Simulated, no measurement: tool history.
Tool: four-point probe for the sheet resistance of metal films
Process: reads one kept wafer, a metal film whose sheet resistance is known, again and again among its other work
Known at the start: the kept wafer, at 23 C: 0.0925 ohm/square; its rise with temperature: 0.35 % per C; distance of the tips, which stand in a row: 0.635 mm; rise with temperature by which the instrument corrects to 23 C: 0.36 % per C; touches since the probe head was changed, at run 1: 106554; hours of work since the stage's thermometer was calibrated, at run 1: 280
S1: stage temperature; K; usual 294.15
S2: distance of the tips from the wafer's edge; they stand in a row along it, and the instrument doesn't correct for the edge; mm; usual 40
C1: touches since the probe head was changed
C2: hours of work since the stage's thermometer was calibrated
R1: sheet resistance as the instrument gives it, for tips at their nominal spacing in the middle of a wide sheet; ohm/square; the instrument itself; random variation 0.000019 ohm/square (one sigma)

{"run": 1, "hour": 0.0, "S1": 294.15, "S2": 40, "C1": 106554, "C2": 280, "R1": 0.091969}
{"run": 2, "hour": 41.5, "S1": 294.15, "S2": 40, "C1": 108051, "C2": 297, "R1": 0.091984}
{"run": 3, "hour": 101.3, "S1": 294.15, "S2": 40, "C1": 110208, "C2": 321, "R1": 0.091941}
{"run": 4, "hour": 168.7, "S1": 294.15, "S2": 40, "C1": 112639, "C2": 349, "R1": 0.091908}
{"run": 5, "hour": 228.6, "S1": 294.15, "S2": 40, "C1": 114802, "C2": 373, "R1": 0.091914}
{"run": 6, "hour": 288.0, "S1": 294.15, "S2": 40, "C1": 116943, "C2": 398, "R1": 0.091926}
{"run": 7, "hour": 351.2, "S1": 294.15, "S2": 40, "C1": 119223, "C2": 424, "R1": 0.091843}
{"run": 8, "hour": 429.1, "S1": 294.15, "S2": 40, "C1": 122035, "C2": 456, "R1": 0.091827}
{"run": 9, "hour": 476.5, "S1": 294.15, "S2": 7, "C1": 123744, "C2": 475, "R1": 0.092198}
{"run": 10, "hour": 513.3, "S1": 294.15, "S2": 42, "C1": 125072, "C2": 490, "R1": 0.091868}
{"run": 11, "hour": 570.0, "S1": 294.15, "S2": 42, "C1": 127118, "C2": 513, "R1": 0.091813}
{"run": 12, "hour": 655.4, "S1": 293.15, "S2": 42, "C1": 130199, "C2": 548, "R1": 0.091803}
{"run": 13, "hour": 715.6, "S1": 293.15, "S2": 42, "C1": 132369, "C2": 573, "R1": 0.091782}
{"run": 14, "hour": 761.4, "S1": 293.15, "S2": 42, "C1": 134023, "C2": 592, "R1": 0.091805}
{"run": 15, "hour": 825.0, "S1": 303.15, "S2": 40, "C1": 136315, "C2": 618, "R1": 0.091694}
{"run": 16, "hour": 864.9, "S1": 303.15, "S2": 40, "C1": 137755, "C2": 634, "R1": 0.09167}
{"run": 17, "hour": 943.6, "S1": 303.15, "S2": 40, "C1": 140595, "C2": 667, "R1": 0.091697}
{"run": 18, "hour": 1003.8, "S1": 303.15, "S2": 10, "C1": 142768, "C2": 691, "R1": 0.091854}
{"run": 19, "hour": 1047.2, "S1": 303.15, "S2": 10, "C1": 144332, "C2": 709, "R1": 0.091826}
{"run": 20, "hour": 1092.6, "S1": 303.15, "S2": 10, "C1": 145972, "C2": 728, "R1": 0.091798}
{"run": 21, "hour": 1163.3, "S1": 303.15, "S2": 10, "C1": 148520, "C2": 757, "R1": 0.091792}
{"run": 22, "hour": 1204.0, "S1": 305.15, "S2": 10, "C1": 149989, "C2": 773, "R1": 0.091735}
{"run": 23, "hour": 1275.6, "S1": 305.15, "S2": 10, "C1": 152571, "C2": 803, "R1": 0.091731}
{"run": 24, "hour": 1344.7, "S1": 305.15, "S2": 12, "C1": 155066, "C2": 831, "R1": 0.091651}
{"run": 25, "hour": 1402.0, "S1": 294.15, "S2": 12, "C1": 157132, "C2": 855, "R1": 0.091742}
{"run": 26, "hour": 1479.3, "S1": 296.15, "S2": 17, "C1": 159923, "C2": 886, "R1": 0.091596}
{"run": 27, "hour": 1521.2, "S1": 294.15, "S2": 53, "C1": 161433, "C2": 904, "R1": 0.091599}
{"run": 28, "hour": 1604.5, "S1": 294.15, "S2": 4, "C1": 164439, "C2": 938, "R1": 0.092778}
{"run": 29, "hour": 1653.2, "S1": 293.15, "S2": 22, "C1": 166193, "C2": 958, "R1": 0.091612}
{"run": 30, "hour": 1718.1, "S1": 293.15, "S2": 22, "C1": 168538, "C2": 984, "R1": 0.091571}
{"run": 31, "hour": 1799.8, "S1": 298.15, "S2": 48, "C1": 171482, "C2": 1018, "R1": 0.091507}
{"run": 32, "hour": 1860.0, "S1": 294.15, "S2": 19, "C1": 173657, "C2": 1042, "R1": 0.09153}
{"run": 33, "hour": 1936.9, "S1": 302.15, "S2": 4, "C1": 176429, "C2": 1074, "R1": 0.092639}
{"run": 34, "hour": 2023.8, "S1": 302.15, "S2": 4, "C1": 179563, "C2": 1110, "R1": 0.09263}
{"run": 35, "hour": 2105.9, "S1": 308.15, "S2": 37, "C1": 182525, "C2": 1143, "R1": 0.091321}
{"run": 36, "hour": 2191.6, "S1": 308.15, "S2": 37, "C1": 185618, "C2": 1178, "R1": 0.091292}
{"run": 37, "hour": 2238.1, "S1": 296.15, "S2": 10, "C1": 187296, "C2": 1198, "R1": 0.091581}
{"run": 38, "hour": 2305.3, "S1": 297.15, "S2": 19, "C1": 189719, "C2": 1225, "R1": 0.091403}
{"run": 39, "hour": 2376.6, "S1": 297.15, "S2": 19, "C1": 192291, "C2": 1254, "R1": 0.091413}
{"run": 40, "hour": 2419.1, "S1": 297.15, "S2": 8, "C1": 193827, "C2": 1272, "R1": 0.091669}
{"run": 41, "hour": 2506.5, "S1": 297.15, "S2": 8, "C1": 196980, "C2": 1308, "R1": 0.091612}
{"run": 42, "hour": 2565.8, "S1": 297.15, "S2": 37, "C1": 199119, "C2": 1332, "R1": 0.09126}
{"run": 43, "hour": 2637.2, "S1": 294.15, "S2": 22, "C1": 201693, "C2": 1361, "R1": 0.091315}

Run 44 comes next. What will it give?
{"run": 44, "hour": 2677.8, "S1": 295.15, "S2": 15, "C1": 203158, "C2": 1378, "R1": "?"}

R1: 0.091350 ohm/square
Without the tool's hidden state the same run would have given R1 0.092602 ohm/square.
